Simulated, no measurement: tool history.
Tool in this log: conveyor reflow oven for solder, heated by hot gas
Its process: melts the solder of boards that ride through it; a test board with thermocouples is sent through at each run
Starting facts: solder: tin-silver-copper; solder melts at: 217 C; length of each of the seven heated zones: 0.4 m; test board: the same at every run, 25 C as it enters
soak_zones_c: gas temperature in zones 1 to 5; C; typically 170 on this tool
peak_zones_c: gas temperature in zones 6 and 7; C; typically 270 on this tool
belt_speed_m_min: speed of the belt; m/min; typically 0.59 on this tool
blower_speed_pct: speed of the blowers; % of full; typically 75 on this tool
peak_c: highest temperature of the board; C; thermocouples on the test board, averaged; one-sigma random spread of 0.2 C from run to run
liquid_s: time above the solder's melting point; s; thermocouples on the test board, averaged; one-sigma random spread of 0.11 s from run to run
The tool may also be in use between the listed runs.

{"run": 1, "hour": 0.0, "soak_zones_c": 170, "peak_zones_c": 270, "belt_speed_m_min": 0.59, "blower_speed_pct": 75, "peak_c": 256.8, "liquid_s": 63.6}
{"run": 2, "hour": 24.4, "soak_zones_c": 170, "peak_zones_c": 270, "belt_speed_m_min": 0.59, "blower_speed_pct": 75, "peak_c": 256.8, "liquid_s": 63.5}
{"run": 3, "hour": 59.3, "soak_zones_c": 170, "peak_zones_c": 270, "belt_speed_m_min": 0.59, "blower_speed_pct": 75, "peak_c": 256.9, "liquid_s": 63.6}
{"run": 4, "hour": 82.5, "soak_zones_c": 169, "peak_zones_c": 270, "belt_speed_m_min": 0.59, "blower_speed_pct": 75, "peak_c": 256.3, "liquid_s": 63.1}
{"run": 5, "hour": 103.4, "soak_zones_c": 170, "peak_zones_c": 270, "belt_speed_m_min": 0.545, "blower_speed_pct": 75, "peak_c": 258.8, "liquid_s": 70.6}
{"run": 6, "hour": 151.1, "soak_zones_c": 170, "peak_zones_c": 270, "belt_speed_m_min": 0.545, "blower_speed_pct": 66, "peak_c": 256.3, "liquid_s": 68.6}
{"run": 7, "hour": 171.9, "soak_zones_c": 170, "peak_zones_c": 270, "belt_speed_m_min": 0.545, "blower_speed_pct": 66, "peak_c": 256.4, "liquid_s": 68.4}
{"run": 8, "hour": 201.7, "soak_zones_c": 170, "peak_zones_c": 270, "belt_speed_m_min": 0.545, "blower_speed_pct": 66, "peak_c": 256.1, "liquid_s": 68.3}
{"run": 9, "hour": 229.3, "soak_zones_c": 170, "peak_zones_c": 270, "belt_speed_m_min": 0.545, "blower_speed_pct": 66, "peak_c": 256.3, "liquid_s": 68.1}
{"run": 10, "hour": 255.0, "soak_zones_c": 170, "peak_zones_c": 270, "belt_speed_m_min": 0.545, "blower_speed_pct": 66, "peak_c": 255.9, "liquid_s": 68.2}
{"run": 11, "hour": 283.9, "soak_zones_c": 170, "peak_zones_c": 270, "belt_speed_m_min": 0.59, "blower_speed_pct": 75, "peak_c": 255.7, "liquid_s": 63}
{"run": 12, "hour": 310.0, "soak_zones_c": 170, "peak_zones_c": 270, "belt_speed_m_min": 0.59, "blower_speed_pct": 75, "peak_c": 256, "liquid_s": 62.6}
{"run": 13, "hour": 348.6, "soak_zones_c": 170, "peak_zones_c": 270, "belt_speed_m_min": 0.59, "blower_speed_pct": 75, "peak_c": 255.5, "liquid_s": 62.7}
{"run": 14, "hour": 382.4, "soak_zones_c": 170, "peak_zones_c": 270, "belt_speed_m_min": 0.59, "blower_speed_pct": 75, "peak_c": 255.5, "liquid_s": 62.7}
{"run": 15, "hour": 409.7, "soak_zones_c": 155, "peak_zones_c": 259, "belt_speed_m_min": 0.677, "blower_speed_pct": 54, "peak_c": 230, "liquid_s": 23.9}
{"hour": 415.9, "done": "belt drive overhauled, speed set with a stopwatch"}
{"run": 16, "hour": 439.5, "soak_zones_c": 155, "peak_zones_c": 259, "belt_speed_m_min": 0.677, "blower_speed_pct": 54, "peak_c": 230.4, "liquid_s": 23.9}
{"hour": 461.6, "done": "flux residue cleaned out of gas plates and filters"}
{"run": 17, "hour": 468.2, "soak_zones_c": 178, "peak_zones_c": 278, "belt_speed_m_min": 0.606, "blower_speed_pct": 61, "peak_c": 261, "liquid_s": 66.8}
{"run": 18, "hour": 488.8, "soak_zones_c": 170, "peak_zones_c": 272, "belt_speed_m_min": 0.533, "blower_speed_pct": 80, "peak_c": 262.7, "liquid_s": 76}
{"hour": 503.3, "done": "belt drive overhauled, speed set with a stopwatch, once more"}
{"run": 19, "hour": 512.7, "soak_zones_c": 185, "peak_zones_c": 270, "belt_speed_m_min": 0.48, "blower_speed_pct": 75, "peak_c": 263.2, "liquid_s": 90.4}
{"run": 20, "hour": 545.4, "soak_zones_c": 166, "peak_zones_c": 284, "belt_speed_m_min": 0.59, "blower_speed_pct": 75, "peak_c": 268.8, "liquid_s": 68.7}
{"run": 21, "hour": 578.5, "soak_zones_c": 166, "peak_zones_c": 284, "belt_speed_m_min": 0.59, "blower_speed_pct": 75, "peak_c": 268.8, "liquid_s": 68.7}
{"run": 22, "hour": 610.9, "soak_zones_c": 163, "peak_zones_c": 284, "belt_speed_m_min": 0.59, "blower_speed_pct": 74, "peak_c": 268.1, "liquid_s": 67.6}
{"run": 23, "hour": 645.9, "soak_zones_c": 163, "peak_zones_c": 284, "belt_speed_m_min": 0.59, "blower_speed_pct": 74, "peak_c": 267.8, "liquid_s": 67.2}
{"run": 24, "hour": 674.9, "soak_zones_c": 163, "peak_zones_c": 284, "belt_speed_m_min": 0.59, "blower_speed_pct": 74, "peak_c": 267.4, "liquid_s": 67.3}
{"run": 25, "hour": 712.3, "soak_zones_c": 163, "peak_zones_c": 284, "belt_speed_m_min": 0.59, "blower_speed_pct": 74, "peak_c": 267.4, "liquid_s": 67.1}
{"run": 26, "hour": 760.4, "soak_zones_c": 163, "peak_zones_c": 284, "belt_speed_m_min": 0.59, "blower_speed_pct": 74, "peak_c": 266.8, "liquid_s": 67.2}
{"run": 27, "hour": 808.8, "soak_zones_c": 161, "peak_zones_c": 266, "belt_speed_m_min": 0.59, "blower_speed_pct": 74, "peak_c": 250.6, "liquid_s": 55.8}
{"run": 28, "hour": 855.0, "soak_zones_c": 184, "peak_zones_c": 266, "belt_speed_m_min": 0.59, "blower_speed_pct": 74, "peak_c": 253.8, "liquid_s": 67}

Forecast each of these 5 alternatives for the next run:
{"run": "A", "hour": 901.3, "soak_zones_c": 170, "peak_zones_c": 268, "belt_speed_m_min": 0.59, "blower_speed_pct": 61, "peak_c": "?", "liquid_s": "?"}
{"run": "B", "hour": 901.3, "soak_zones_c": 184, "peak_zones_c": 262, "belt_speed_m_min": 0.59, "blower_speed_pct": 74, "peak_c": "?", "liquid_s": "?"}
{"run": "C", "hour": 901.3, "soak_zones_c": 184, "peak_zones_c": 279, "belt_speed_m_min": 0.59, "blower_speed_pct": 61, "peak_c": "?", "liquid_s": "?"}
{"run": "D", "hour": 901.3, "soak_zones_c": 184, "peak_zones_c": 266, "belt_speed_m_min": 0.535, "blower_speed_pct": 74, "peak_c": "?", "liquid_s": "?"}
{"run": "E", "hour": 901.3, "soak_zones_c": 170, "peak_zones_c": 268, "belt_speed_m_min": 0.59, "blower_speed_pct": 75, "peak_c": "?", "liquid_s": "?"}

run=A peak_c=249.4 liquid_s=57.2
run=B peak_c=250.3 liquid_s=64.4
run=C peak_c=261.6 liquid_s=71
run=D peak_c=256.2 liquid_s=76.1
run=E peak_c=253.7 liquid_s=61.3
Without the tool's unlogged condition, the same runs would have read:
run=A peak_c=251.4 liquid_s=58.9
run=B peak_c=252.2 liquid_s=65.8
run=C peak_c=263.5 liquid_s=71.9
run=D peak_c=257.9 liquid_s=77.1
run=E peak_c=255.8 liquid_s=62.9

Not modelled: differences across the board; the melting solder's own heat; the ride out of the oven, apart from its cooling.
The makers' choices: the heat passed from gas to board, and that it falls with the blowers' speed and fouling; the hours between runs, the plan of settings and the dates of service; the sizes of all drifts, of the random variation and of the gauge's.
